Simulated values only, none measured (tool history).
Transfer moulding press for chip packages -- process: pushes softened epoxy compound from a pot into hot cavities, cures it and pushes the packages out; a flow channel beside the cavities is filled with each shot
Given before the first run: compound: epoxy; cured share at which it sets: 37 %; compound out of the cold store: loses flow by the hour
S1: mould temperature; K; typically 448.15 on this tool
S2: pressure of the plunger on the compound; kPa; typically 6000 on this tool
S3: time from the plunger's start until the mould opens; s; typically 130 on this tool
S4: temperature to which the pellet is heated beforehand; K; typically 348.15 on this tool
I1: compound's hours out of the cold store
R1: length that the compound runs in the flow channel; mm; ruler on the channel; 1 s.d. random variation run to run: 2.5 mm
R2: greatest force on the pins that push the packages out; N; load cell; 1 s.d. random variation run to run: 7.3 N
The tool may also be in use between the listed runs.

| run | hour | S1 | S2 | S3 | S4 | I1 | R1 | R2 |
|---|---|---|---|---|---|---|---|---|
| 1 | 0.0 | 448.15 | 6000 | 130 | 348.15 | 34.6 | 501 | 375 |
| 2 | 15.4 | 448.15 | 6000 | 130 | 348.15 | 28.7 | 518 | 423 |
|  | 23.6 | cavities cleaned with cleaning compound and waxed |
| 3 | 28.0 | 453.15 | 6000 | 130 | 348.15 | 8.8 | 544 | 277 |
| 4 | 41.5 | 453.15 | 6000 | 130 | 348.15 | 40.8 | 478 | 307 |
| 5 | 58.8 | 453.15 | 6000 | 119 | 348.15 | 43.7 | 472 | 366 |
| 6 | 75.5 | 448.15 | 6000 | 130 | 348.15 | 13.4 | 539 | 438 |
|  | 78.0 | cavities cleaned with cleaning compound and waxed |
| 7 | 95.9 | 448.15 | 6000 | 135 | 348.15 | 12.8 | 549 | 354 |
| 8 | 114.8 | 448.15 | 6000 | 130 | 348.15 | 10.4 | 544 | 415 |
|  | 132.9 | cavities cleaned with cleaning compound and waxed |
| 9 | 134.9 | 448.15 | 6000 | 130 | 348.15 | 18.8 | 531 | 314 |
| 10 | 145.2 | 448.15 | 6000 | 130 | 348.15 | 39.3 | 486 | 323 |
| 11 | 159.2 | 448.15 | 6000 | 130 | 348.15 | 14.0 | 540 | 379 |
| 12 | 178.9 | 448.15 | 6000 | 130 | 348.15 | 40.6 | 478 | 405 |
|  | 188.4 | cavities cleaned with cleaning compound and waxed |
| 13 | 193.1 | 448.15 | 6000 | 130 | 356.15 | 42.8 | 471 | 319 |
| 14 | 214.6 | 448.15 | 6000 | 130 | 356.15 | 31.6 | 494 | 374 |
|  | 223.8 | mould's thermocouples calibrated |
| 15 | 229.0 | 447.15 | 6000 | 127 | 356.15 | 37.9 | 484 | 428 |
| 16 | 240.1 | 451.15 | 5490 | 147 | 345.15 | 26.1 | 476 | 353 |
|  | 244.5 | cavities cleaned with cleaning compound and waxed |
| 17 | 253.2 | 448.15 | 5850 | 130 | 342.15 | 37.1 | 475 | 340 |
| 18 | 270.0 | 449.15 | 6670 | 140 | 350.15 | 43.7 | 491 | 331 |
| 19 | 284.8 | 449.15 | 6670 | 113 | 350.15 | 22.2 | 535 | 496 |
|  | 292.4 | plunger's sealing rings changed |
| 20 | 299.0 | 448.15 | 6000 | 130 | 353.15 | 47.3 | 485 | 405 |
|  | 302.2 | cavities cleaned with cleaning compound and waxed |
| 21 | 314.4 | 445.15 | 6000 | 130 | 355.15 | 31.1 | 519 | 417 |
| 22 | 334.0 | 446.15 | 6000 | 130 | 355.15 | 17.8 | 547 | 465 |
| 23 | 345.4 | 453.15 | 6000 | 125 | 348.15 | 34.6 | 494 | 364 |
|  | 354.4 | mould's thermocouples calibrated, once more |
|  | 359.3 | cavities cleaned with cleaning compound and waxed |
| 24 | 365.1 | 453.15 | 6000 | 125 | 348.15 | 31.3 | 497 | 289 |
| 25 | 376.5 | 448.15 | 6000 | 154 | 348.15 | 16.4 | 539 | 311 |
| 26 | 388.5 | 447.15 | 7390 | 143 | 348.15 | 9.9 | 615 | 382 |
| 27 | 403.5 | 446.15 | 7320 | 134 | 348.15 | 30.6 | 564 | 425 |

Here are 3 independent what-if runs from the current tool condition. What would each one return?
|  | 413.5 | cavities cleaned with cleaning compound and waxed |
| A | 417.3 | 448.15 | 7320 | 129 | 348.15 | 41.1 | ? | ? |
|  | 413.5 | cavities cleaned with cleaning compound and waxed |
| B | 417.3 | 448.15 | 6000 | 153 | 343.15 | 35.0 | ? | ? |
|  | 413.5 | cavities cleaned with cleaning compound and waxed |
| C | 417.3 | 454.15 | 6000 | 150 | 348.15 | 41.3 | ? | ? |

| run | R1 | R2 |
|---|---|---|
| A | 540 | 323 |
| B | 497 | 274 |
| C | 473 | 262 |
With the hidden condition removed and each run's random variation left untouched, the same runs would have given:
| run | R1 | R2 |
|---|---|---|
| A | 551 | 311 |
| B | 507 | 264 |
| C | 482 | 253 |

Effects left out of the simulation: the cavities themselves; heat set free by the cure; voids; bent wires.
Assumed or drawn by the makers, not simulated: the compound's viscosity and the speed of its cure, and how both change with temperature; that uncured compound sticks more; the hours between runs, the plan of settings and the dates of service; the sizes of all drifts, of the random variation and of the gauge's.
